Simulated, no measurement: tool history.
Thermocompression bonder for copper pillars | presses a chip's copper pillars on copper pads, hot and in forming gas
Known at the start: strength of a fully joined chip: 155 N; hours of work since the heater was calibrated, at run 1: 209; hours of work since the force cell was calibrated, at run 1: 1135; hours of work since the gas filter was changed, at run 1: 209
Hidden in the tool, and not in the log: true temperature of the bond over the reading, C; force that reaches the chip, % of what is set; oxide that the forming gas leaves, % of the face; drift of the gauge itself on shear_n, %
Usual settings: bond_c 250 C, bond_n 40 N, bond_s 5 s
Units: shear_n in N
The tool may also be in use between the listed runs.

run     day  bond_c  bond_n  bond_s  hours of work since the heater was calibrated  hours of work since the force cell was calibrated  hours of work since the gas filter was changed  shear_n
  1       0     250      40       5                                            209                                               1135                                             209     81.3
  2   1.446     250      40       5                                            231                                               1158                                             231     80.4
  3   2.521     250      40       5                                            248                                               1175                                             248     79.3
  4       4     241      40       5                                            272                                               1199                                             272     72.6
  5   5.771     241      40       5                                            300                                               1227                                             300     75.1
  6   8.033     241      40       5                                            336                                               1262                                             336     72.7
  7  10.154     241      40       5                                            369                                               1296                                             369     74.8
  8  12.454     241      40       5                                            405                                               1332                                             405     72.4
  9    14.1     241      40       5                                            431                                               1358                                             431     71.1
 10    15.4     241      40      13                                            452                                               1379                                             452     95.7
 11  17.621     250      40       5                                            487                                               1414                                             487     78.1
     17.771  -- forming gas filter changed
 12  19.708     250      40       5                                            520                                               1447                                              31     88.7
 13  22.088     242      40       5                                            557                                               1484                                              68     81.7
 14  23.075     242      40       5                                            573                                               1500                                              84     81.8
 15  24.192     250      40       5                                            591                                               1518                                             101     87.4
 16  25.658     250      40       8                                            614                                               1541                                             125    100.6
 17  26.692     250      40       8                                            630                                               1557                                             141     97.6
 18  28.621     250      40       5                                            661                                               1588                                             171     86.7
 19  30.775     250      40       5                                            695                                               1622                                             206     87.1
 20  32.571     220      40       5                                            723                                               1650                                             234       62
 21  34.033     224      59      11                                            746                                               1673                                             257    102.5
      35.55  -- heater calibrated with a thermocouple chip
 22  36.038     224      27       3                                              8                                               1703                                             287     36.3
 23  38.171     250      32       5                                             41                                               1737                                             321     67.1
 24  40.558     250      32       5                                             79                                               1775                                             359     66.5
 25      42     250      32       5                                            102                                               1798                                             382     66.3
 26  43.854     250      29      10                                            131                                               1827                                             411     78.4
 27  45.512     250      40       4                                            157                                               1853                                             437     71.3
 28  47.488     266      33       3                                            189                                               1884                                             468     63.1
     48.871  -- forming gas filter changed
 29  49.625     231      40       6                                            222                                               1918                                              12     72.8
 30  51.717     264      35      11                                            255                                               1951                                              45    111.1
 31  53.004     264      35      11                                            276                                               1971                                              65    111.8
 32  55.171     264      35       7                                            310                                               2006                                             100     97.4
 33  57.279     264      35       7                                            343                                               2039                                             133       97
 34  58.675     264      35       7                                            365                                               2061                                             155       96
 35  60.142     264      58       7                                            388                                               2084                                             178    118.6
 36  62.396     221      37      11                                            424                                               2120                                             214     74.9
 37  63.558     222      40       5                                            442                                               2138                                             232     60.2
      64.15  -- force cell calibrated
 38  64.629     250      54       5                                            458                                                  8                                             248     95.7
 39  65.675     264      36       3                                            475                                                 24                                             265       74
 40  67.379     226      40       5                                            502                                                 51                                             292       63

The same runs without the tool's hidden state, with the same run-to-run variation:
run  shear_n
  1     83.8
  2     83.2
  3     82.1
  4     75.1
  5       78
  6       76
  7     78.5
  8     76.5
  9     75.5
 10    103.1
 11     84.1
 12     84.7
 13       78
 14     78.2
 15     84.2
 16       98
 17     95.2
 18     84.4
 19     85.1
 20     59.2
 21    101.5
 22       40
 23     74.2
 24     73.8
 25     73.9
 26     87.8
 27       80
 28     71.3
 29     72.7
 30      112
 31      113
 32     98.9
 33       99
 34     98.3
 35    122.5
 36     76.4
 37     61.3
 38     97.4
 39       75
 40     63.1

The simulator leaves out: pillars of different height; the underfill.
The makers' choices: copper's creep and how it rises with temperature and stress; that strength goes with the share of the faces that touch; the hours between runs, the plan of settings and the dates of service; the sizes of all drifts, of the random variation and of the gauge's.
